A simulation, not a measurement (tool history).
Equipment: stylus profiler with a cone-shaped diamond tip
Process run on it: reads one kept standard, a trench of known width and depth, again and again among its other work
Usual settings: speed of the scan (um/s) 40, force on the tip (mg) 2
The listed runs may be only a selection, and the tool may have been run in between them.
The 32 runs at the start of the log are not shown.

| run | day | speed of the scan (um/s) | force on the tip (mg) | scans with this tip | hours of work since the height scale was calibrated | depth of the trench (Å) | width of the trench's floor (nm) |
|---|---|---|---|---|---|---|---|
| 33 | 65.7 | 145 | 5.72 | 9599 | 183 | 1025.9 | 17330 |
| 34 | 68.421 | 50 | 1.42 | 9925 | 224 | 1011.1 | 17390 |
| 35 | 69.762 | 50 | 1.42 | 10086 | 244 | 1010.4 | 17420 |
| 36 | 71.575 | 35 | 1.7 | 10304 | 272 | 1011.9 | 17470 |
| 37 | 74.146 | 35 | 1.7 | 10611 | 310 | 1012.6 | 17470 |
| 38 | 75.971 | 37 | 2 | 10830 | 338 | 1014.2 | 17490 |
| 39 | 77.438 | 40 | 4.82 | 11007 | 360 | 1024 | 17580 |
| 40 | 78.879 | 18 | 4.82 | 11179 | 382 | 1025.1 | 17590 |
| 41 | 80.029 | 13 | 4.82 | 11317 | 399 | 1024.7 | 17550 |
| 42 | 81.25 | 126 | 1 | 11463 | 417 | 1008.9 | 16930 |
| 43 | 82.929 | 102 | 0.83 | 11665 | 443 | 1008.6 | 16950 |
| 44 | 85.012 | 120 | 2.03 | 11915 | 474 | 1014.2 | 17080 |
| 45 | 87.383 | 22 | 1.69 | 12199 | 510 | 1012.8 | 17530 |
| 46 | 90.138 | 40 | 3.35 | 12530 | 552 | 1019.4 | 17460 |

Predict each of these 4 candidate next runs independently; none follows another, all start after run 46:
| A | 91.671 | 44 | 1.52 | 12713 | 575 | ? | ? |
| B | 91.671 | 14 | 1.67 | 12713 | 575 | ? | ? |
| C | 91.671 | 26 | 2.68 | 12713 | 575 | ? | ? |
| D | 91.671 | 14 | 0.69 | 12713 | 575 | ? | ? |

| run | depth of the trench (Å) | width of the trench's floor (nm) |
|---|---|---|
| A | 1013.1 | 17380 |
| B | 1013.2 | 17530 |
| C | 1017.6 | 17470 |
| D | 1008.6 | 17470 |
With no hidden state in the tool, these same runs would have given:
| run | depth of the trench (Å) | width of the trench's floor (nm) |
|---|---|---|
| A | 1010.8 | 17820 |
| B | 1010.8 | 17970 |
| C | 1015.3 | 17910 |
| D | 1006.3 | 17900 |

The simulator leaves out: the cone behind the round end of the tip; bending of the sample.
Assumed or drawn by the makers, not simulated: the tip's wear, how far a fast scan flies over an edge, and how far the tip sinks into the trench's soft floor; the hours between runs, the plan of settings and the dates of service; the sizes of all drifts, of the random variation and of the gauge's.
